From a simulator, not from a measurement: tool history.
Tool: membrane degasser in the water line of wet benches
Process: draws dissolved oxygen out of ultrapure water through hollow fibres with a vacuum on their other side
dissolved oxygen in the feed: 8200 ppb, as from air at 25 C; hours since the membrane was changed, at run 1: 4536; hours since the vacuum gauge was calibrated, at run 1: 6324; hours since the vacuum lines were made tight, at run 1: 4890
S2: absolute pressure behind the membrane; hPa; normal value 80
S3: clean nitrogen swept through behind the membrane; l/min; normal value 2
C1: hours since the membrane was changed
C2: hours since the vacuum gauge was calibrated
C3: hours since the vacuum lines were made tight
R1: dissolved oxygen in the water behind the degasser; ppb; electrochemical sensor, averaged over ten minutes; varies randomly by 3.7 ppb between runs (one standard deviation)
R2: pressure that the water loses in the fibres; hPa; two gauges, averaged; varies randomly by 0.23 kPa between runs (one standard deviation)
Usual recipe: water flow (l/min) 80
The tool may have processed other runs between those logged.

{"run": 1, "hour": 0.0, "water flow (l/min)": 80, "S2": 80, "S3": 2, "C1": 4536, "C2": 6324, "C3": 4890, "R1": 410.1, "R2": 592.4}
{"run": 2, "hour": 186.9, "water flow (l/min)": 80, "S2": 80, "S3": 2, "C1": 4723, "C2": 6511, "C3": 5077, "R1": 409, "R2": 591}
{"run": 3, "hour": 314.1, "water flow (l/min)": 80, "S2": 80, "S3": 4.52, "C1": 4850, "C2": 6638, "C3": 5204, "R1": 205.2, "R2": 592.6}
{"hour": 352.8, "done": "seals of the vacuum lines changed"}
{"run": 4, "hour": 480.5, "water flow (l/min)": 80, "S2": 80, "S3": 2, "C1": 5014, "C2": 6803, "C3": 128, "R1": 415.5, "R2": 594.4}
{"run": 5, "hour": 711.5, "water flow (l/min)": 80, "S2": 80, "S3": 2.19, "C1": 5245, "C2": 7034, "C3": 359, "R1": 388.8, "R2": 597.2}
{"hour": 722.8, "done": "vacuum gauge calibrated"}
{"run": 6, "hour": 945.5, "water flow (l/min)": 80, "S2": 80, "S3": 2.19, "C1": 5479, "C2": 223, "C3": 592, "R1": 401.7, "R2": 598.4}
{"run": 7, "hour": 1067.5, "water flow (l/min)": 80, "S2": 80, "S3": 2.19, "C1": 5601, "C2": 345, "C3": 714, "R1": 402.3, "R2": 598.6}
{"run": 8, "hour": 1291.3, "water flow (l/min)": 64, "S2": 53.5, "S3": 1.76, "C1": 5825, "C2": 568, "C3": 938, "R1": 220.7, "R2": 478.9}
{"run": 9, "hour": 1464.2, "water flow (l/min)": 80, "S2": 103.8, "S3": 2, "C1": 5997, "C2": 741, "C3": 1111, "R1": 606, "R2": 600.5}
{"run": 10, "hour": 1590.7, "water flow (l/min)": 53, "S2": 80, "S3": 1.63, "C1": 6124, "C2": 868, "C3": 1237, "R1": 378, "R2": 396}

Run 11 is up next; what results do you expect?
{"hour": 1608.2, "done": "vacuum gauge calibrated, once more"}
{"run": 11, "hour": 1818.9, "water flow (l/min)": 80, "S2": 127.2, "S3": 2.99, "C1": 6352, "C2": 211, "C3": 1465, "R1": "?", "R2": "?"}

R1: 517.6 ppb
R2: 602.4 hPa
Had the tool carried no hidden state, the very same run would have given R1 514.3 ppb, R2 573.8 hPa.
